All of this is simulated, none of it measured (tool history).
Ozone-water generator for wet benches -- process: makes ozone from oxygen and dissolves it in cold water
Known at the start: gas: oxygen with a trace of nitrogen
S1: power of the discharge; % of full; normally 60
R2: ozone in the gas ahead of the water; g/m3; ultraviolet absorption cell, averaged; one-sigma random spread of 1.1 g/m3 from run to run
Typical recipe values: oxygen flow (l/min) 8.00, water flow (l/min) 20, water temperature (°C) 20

{"run": 1, "day": 0.0, "S1": 60, "oxygen flow (l/min)": 8.0, "water flow (l/min)": 20, "water temperature (°C)": 20, "dissolved ozone (ppm)": 23.5, "R2": 192.3}
{"run": 2, "day": 1.454, "S1": 60, "oxygen flow (l/min)": 8.0, "water flow (l/min)": 20, "water temperature (°C)": 20, "dissolved ozone (ppm)": 23.0, "R2": 192.0}
{"run": 3, "day": 2.896, "S1": 48, "oxygen flow (l/min)": 8.0, "water flow (l/min)": 20, "water temperature (°C)": 20, "dissolved ozone (ppm)": 20.2, "R2": 169.1}
{"run": 4, "day": 3.812, "S1": 48, "oxygen flow (l/min)": 7.61, "water flow (l/min)": 20, "water temperature (°C)": 20, "dissolved ozone (ppm)": 20.5, "R2": 173.2}
{"run": 5, "day": 5.142, "S1": 48, "oxygen flow (l/min)": 7.61, "water flow (l/min)": 20, "water temperature (°C)": 20, "dissolved ozone (ppm)": 20.3, "R2": 173.0}
{"run": 6, "day": 7.0, "S1": 48, "oxygen flow (l/min)": 7.61, "water flow (l/min)": 20, "water temperature (°C)": 20, "dissolved ozone (ppm)": 20.6, "R2": 173.0}
{"run": 7, "day": 8.008, "S1": 60, "oxygen flow (l/min)": 8.0, "water flow (l/min)": 20, "water temperature (°C)": 20, "dissolved ozone (ppm)": 23.0, "R2": 192.0}
{"day": 8.192, "done": "water thermometer calibrated"}
{"run": 8, "day": 9.117, "S1": 60, "oxygen flow (l/min)": 8.0, "water flow (l/min)": 20, "water temperature (°C)": 20, "dissolved ozone (ppm)": 23.1, "R2": 192.8}
{"run": 9, "day": 10.504, "S1": 60, "oxygen flow (l/min)": 8.0, "water flow (l/min)": 20, "water temperature (°C)": 20, "dissolved ozone (ppm)": 23.1, "R2": 192.7}
{"run": 10, "day": 12.125, "S1": 60, "oxygen flow (l/min)": 8.0, "water flow (l/min)": 18, "water temperature (°C)": 13, "dissolved ozone (ppm)": 27.9, "R2": 192.4}
{"day": 12.283, "done": "water thermometer calibrated, once more"}
{"run": 11, "day": 13.208, "S1": 60, "oxygen flow (l/min)": 8.0, "water flow (l/min)": 18, "water temperature (°C)": 13, "dissolved ozone (ppm)": 28.1, "R2": 192.2}
{"run": 12, "day": 14.875, "S1": 61, "oxygen flow (l/min)": 5.75, "water flow (l/min)": 24, "water temperature (°C)": 13, "dissolved ozone (ppm)": 22.9, "R2": 238.6}
{"run": 13, "day": 15.754, "S1": 60, "oxygen flow (l/min)": 11.36, "water flow (l/min)": 20, "water temperature (°C)": 14, "dissolved ozone (ppm)": 23.9, "R2": 153.9}
{"run": 14, "day": 17.392, "S1": 60, "oxygen flow (l/min)": 11.36, "water flow (l/min)": 20, "water temperature (°C)": 14, "dissolved ozone (ppm)": 24.0, "R2": 157.3}
{"run": 15, "day": 18.775, "S1": 92, "oxygen flow (l/min)": 5.17, "water flow (l/min)": 18, "water temperature (°C)": 14, "dissolved ozone (ppm)": 37.4, "R2": 320.0}
{"run": 16, "day": 20.571, "S1": 92, "oxygen flow (l/min)": 5.17, "water flow (l/min)": 18, "water temperature (°C)": 14, "dissolved ozone (ppm)": 36.6, "R2": 322.3}
{"run": 17, "day": 22.258, "S1": 92, "oxygen flow (l/min)": 5.17, "water flow (l/min)": 18, "water temperature (°C)": 14, "dissolved ozone (ppm)": 37.1, "R2": 322.1}
{"run": 18, "day": 23.888, "S1": 92, "oxygen flow (l/min)": 11.31, "water flow (l/min)": 23, "water temperature (°C)": 21, "dissolved ozone (ppm)": 24.4, "R2": 197.1}

Branching from run 18: 5 alternative next runs. What would each branch give?
{"run": "A", "day": 25.533, "S1": 99, "oxygen flow (l/min)": 8.0, "water flow (l/min)": 29, "water temperature (°C)": 25, "dissolved ozone (ppm)": "?", "R2": "?"}
{"run": "B", "day": 25.533, "S1": 85, "oxygen flow (l/min)": 8.0, "water flow (l/min)": 20, "water temperature (°C)": 20, "dissolved ozone (ppm)": "?", "R2": "?"}
{"run": "C", "day": 25.533, "S1": 60, "oxygen flow (l/min)": 8.0, "water flow (l/min)": 25, "water temperature (°C)": 20, "dissolved ozone (ppm)": "?", "R2": "?"}
{"run": "D", "day": 25.533, "S1": 51, "oxygen flow (l/min)": 7.11, "water flow (l/min)": 19, "water temperature (°C)": 21, "dissolved ozone (ppm)": "?", "R2": "?"}
{"run": "E", "day": 25.533, "S1": 96, "oxygen flow (l/min)": 4.68, "water flow (l/min)": 23, "water temperature (°C)": 21, "dissolved ozone (ppm)": "?", "R2": "?"}

run=A dissolved_ozone_(ppm)=21.4 R2=253.3
run=B dissolved_ozone_(ppm)=27.8 R2=233.6
run=C dissolved_ozone_(ppm)=19.2 R2=192.7
run=D dissolved_ozone_(ppm)=21.8 R2=187.8
run=E dissolved_ozone_(ppm)=28.0 R2=350.3
The same runs, with their run-to-run variation unchanged, on a tool lacking any hidden condition would have given:
run=A dissolved_ozone_(ppm)=23.6 R2=259.9
run=B dissolved_ozone_(ppm)=30.4 R2=239.2
run=C dissolved_ozone_(ppm)=21.0 R2=196.5
run=D dissolved_ozone_(ppm)=23.7 R2=191.1
run=E dissolved_ozone_(ppm)=30.8 R2=359.3
